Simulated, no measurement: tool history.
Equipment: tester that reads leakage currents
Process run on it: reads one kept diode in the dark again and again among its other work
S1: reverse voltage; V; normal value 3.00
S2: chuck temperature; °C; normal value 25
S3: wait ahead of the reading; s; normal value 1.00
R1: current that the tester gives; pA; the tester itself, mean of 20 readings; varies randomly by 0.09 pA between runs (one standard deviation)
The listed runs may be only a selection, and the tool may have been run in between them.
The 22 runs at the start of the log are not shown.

| run | hour | S1 | S2 | S3 | R1 |
|---|---|---|---|---|---|
| 23 | 878.8 | 9.54 | 57 | 2.14 | 469.21 |
| 24 | 924.4 | 9.54 | 57 | 2.14 | 466.89 |
| 25 | 949.7 | 9.54 | 57 | 2.14 | 469.28 |
| 26 | 979.3 | 9.54 | 57 | 2.14 | 467.63 |
| 27 | 1012.5 | 9.54 | 57 | 2.14 | 465.46 |
| 28 | 1039.8 | 3.00 | 25 | 7.04 | 24.50 |
| 29 | 1082.1 | 3.00 | 25 | 7.04 | 24.46 |
|  | 1090.6 | chuck's temperature calibrated |
| 30 | 1125.7 | 3.00 | 25 | 7.04 | 24.37 |
| 31 | 1149.5 | 3.00 | 28 | 2.04 | 31.96 |
| 32 | 1171.1 | 8.60 | 38 | 4.45 | 104.50 |
| 33 | 1210.3 | 8.60 | 38 | 4.45 | 104.52 |
| 34 | 1254.4 | 8.60 | 38 | 4.45 | 104.18 |
| 35 | 1297.3 | 15.41 | 56 | 1.00 | 511.38 |
| 36 | 1344.4 | 2.94 | 56 | 1.00 | 300.76 |
| 37 | 1369.1 | 2.94 | 56 | 1.00 | 297.54 |
| 38 | 1390.4 | 2.94 | 56 | 1.00 | 299.06 |
| 39 | 1425.2 | 2.94 | 56 | 1.00 | 297.25 |
| 40 | 1469.7 | 1.67 | 46 | 0.41 | 117.21 |

Below are 4 alternative next runs, each starting from the tool's condition after run 40. Predict each:
| A | 1515.6 | 3.00 | 25 | 3.26 | ? |
| B | 1515.6 | 1.67 | 25 | 0.41 | ? |
| C | 1515.6 | 1.90 | 25 | 0.68 | ? |
| D | 1515.6 | 14.14 | 49 | 1.00 | ? |

| run | R1 |
|---|---|
| A | 24.55 |
| B | 20.90 |
| C | 21.58 |
| D | 295.08 |
Without the tool's unlogged condition, the same runs would have read:
| run | R1 |
|---|---|
| A | 24.54 |
| B | 20.90 |
| C | 21.57 |
| D | 295.03 |
